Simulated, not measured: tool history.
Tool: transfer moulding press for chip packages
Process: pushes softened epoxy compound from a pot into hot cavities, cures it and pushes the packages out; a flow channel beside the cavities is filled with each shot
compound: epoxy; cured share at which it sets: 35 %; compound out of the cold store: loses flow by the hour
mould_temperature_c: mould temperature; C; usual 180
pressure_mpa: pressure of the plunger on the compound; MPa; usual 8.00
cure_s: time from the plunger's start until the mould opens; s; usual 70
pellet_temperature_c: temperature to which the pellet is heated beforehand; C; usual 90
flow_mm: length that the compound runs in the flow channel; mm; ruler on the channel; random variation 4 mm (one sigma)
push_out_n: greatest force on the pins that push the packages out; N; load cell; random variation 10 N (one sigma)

| run | hour | mould_temperature_c | pressure_mpa | cure_s | pellet_temperature_c | incoming compound's hours out of the cold store | flow_mm | push_out_n |
|---|---|---|---|---|---|---|---|---|
| 1 | 0.0 | 180 | 8.00 | 70 | 90 | 10.0 | 745 | 476 |
|  | 38.5 | cavities cleaned with cleaning compound and waxed |
| 2 | 38.5 | 180 | 8.00 | 70 | 90 | 14.7 | 722 | 464 |
|  | 91.6 | cavities cleaned with cleaning compound and waxed |
| 3 | 105.1 | 180 | 8.00 | 105 | 90 | 36.8 | 633 | 360 |
|  | 143.3 | cavities cleaned with cleaning compound and waxed |
| 4 | 143.6 | 180 | 8.00 | 70 | 90 | 33.6 | 641 | 448 |
|  | 152.2 | plunger's sealing rings changed |
| 5 | 178.6 | 180 | 8.00 | 70 | 90 | 46.8 | 597 | 451 |
|  | 198.6 | cavities cleaned with cleaning compound and waxed |
| 6 | 220.9 | 180 | 8.00 | 70 | 90 | 24.4 | 679 | 459 |
|  | 254.6 | cavities cleaned with cleaning compound and waxed |
| 7 | 259.7 | 180 | 8.00 | 70 | 90 | 21.6 | 687 | 454 |
| 8 | 293.3 | 187 | 8.00 | 70 | 90 | 24.7 | 663 | 378 |
|  | 308.8 | cavities cleaned with cleaning compound and waxed |
| 9 | 324.1 | 180 | 7.64 | 86 | 98 | 41.8 | 594 | 370 |
|  | 361.4 | cavities cleaned with cleaning compound and waxed |
| 10 | 373.7 | 180 | 9.34 | 60 | 90 | 46.0 | 645 | 573 |
|  | 413.9 | cavities cleaned with cleaning compound and waxed |
|  | 419.2 | mould's thermocouples calibrated |
| 11 | 437.6 | 180 | 8.40 | 70 | 98 | 47.7 | 603 | 424 |
|  | 458.7 | plunger's sealing rings changed |
|  | 470.3 | cavities cleaned with cleaning compound and waxed |
| 12 | 508.8 | 182 | 8.00 | 70 | 90 | 28.9 | 662 | 411 |

3 ways to go on from here, each from the tool as it stands after run 12. What would each give?
|  | 523.7 | cavities cleaned with cleaning compound and waxed |
| A | 558.4 | 177 | 6.08 | 70 | 89 | 15.5 | ? | ? |
|  | 523.7 | cavities cleaned with cleaning compound and waxed |
| B | 558.4 | 180 | 9.85 | 75 | 88 | 24.3 | ? | ? |
|  | 523.7 | cavities cleaned with cleaning compound and waxed |
| C | 558.4 | 180 | 8.00 | 67 | 83 | 44.8 | ? | ? |

| run | flow_mm | push_out_n |
|---|---|---|
| A | 634 | 507 |
| B | 762 | 420 |
| C | 602 | 474 |
Without the tool's hidden state the same runs would have given:
| run | flow_mm | push_out_n |
|---|---|---|
| A | 634 | 503 |
| B | 762 | 417 |
| C | 603 | 470 |
